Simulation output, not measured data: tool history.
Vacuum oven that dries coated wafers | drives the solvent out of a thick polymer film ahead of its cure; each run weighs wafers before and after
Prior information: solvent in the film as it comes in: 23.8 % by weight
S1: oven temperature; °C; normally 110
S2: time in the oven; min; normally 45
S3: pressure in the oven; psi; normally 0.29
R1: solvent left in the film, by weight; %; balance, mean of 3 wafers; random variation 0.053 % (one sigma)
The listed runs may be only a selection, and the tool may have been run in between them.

run 1 hour=0 | S1=110 S2=45 S3=0.29 | R1=1.96
run 2 hour=34.9 | S1=110 S2=45 S3=0.29 | R1=2.05
run 3 hour=81.5 | S1=110 S2=74 S3=0.29 | R1=1.36
run 4 hour=129.9 | S1=110 S2=74 S3=0.29 | R1=1.37
run 5 hour=167.2 | S1=121 S2=45 S3=0.29 | R1=0.92
run 6 hour=202 | S1=121 S2=45 S3=0.29 | R1=0.94
run 7 hour=237.9 | S1=110 S2=45 S3=0.357 | R1=2.32
run 8 hour=294.5 | S1=110 S2=45 S3=0.357 | R1=2.33
run 9 hour=328.6 | S1=110 S2=45 S3=0.357 | R1=2.35
-- hour=336.5 oven's thermocouples calibrated
run 10 hour=390.9 | S1=125 S2=24 S3=0.29 | R1=1.54
run 11 hour=455.2 | S1=119 S2=54 S3=0.751 | R1=2.46
-- hour=464.7 oven's thermocouples calibrated, once more
run 12 hour=511.7 | S1=102 S2=29 S3=0.963 | R1=8.88
run 13 hour=547.8 | S1=102 S2=29 S3=0.963 | R1=9.16

Here are 3 independent what-if runs from the current tool condition. What would each one return?
run A hour=587.7 | S1=102 S2=77 S3=1.043 | R1=?
run B hour=587.7 | S1=114 S2=23 S3=0.27 | R1=?
run C hour=587.7 | S1=100 S2=29 S3=0.963 | R1=?

run=A R1=5.85
run=B R1=3.77
run=C R1=9.81
Had the tool no hidden state, the same runs would have come out as:
run=A R1=5.54
run=B R1=3.55
run=C R1=9.5

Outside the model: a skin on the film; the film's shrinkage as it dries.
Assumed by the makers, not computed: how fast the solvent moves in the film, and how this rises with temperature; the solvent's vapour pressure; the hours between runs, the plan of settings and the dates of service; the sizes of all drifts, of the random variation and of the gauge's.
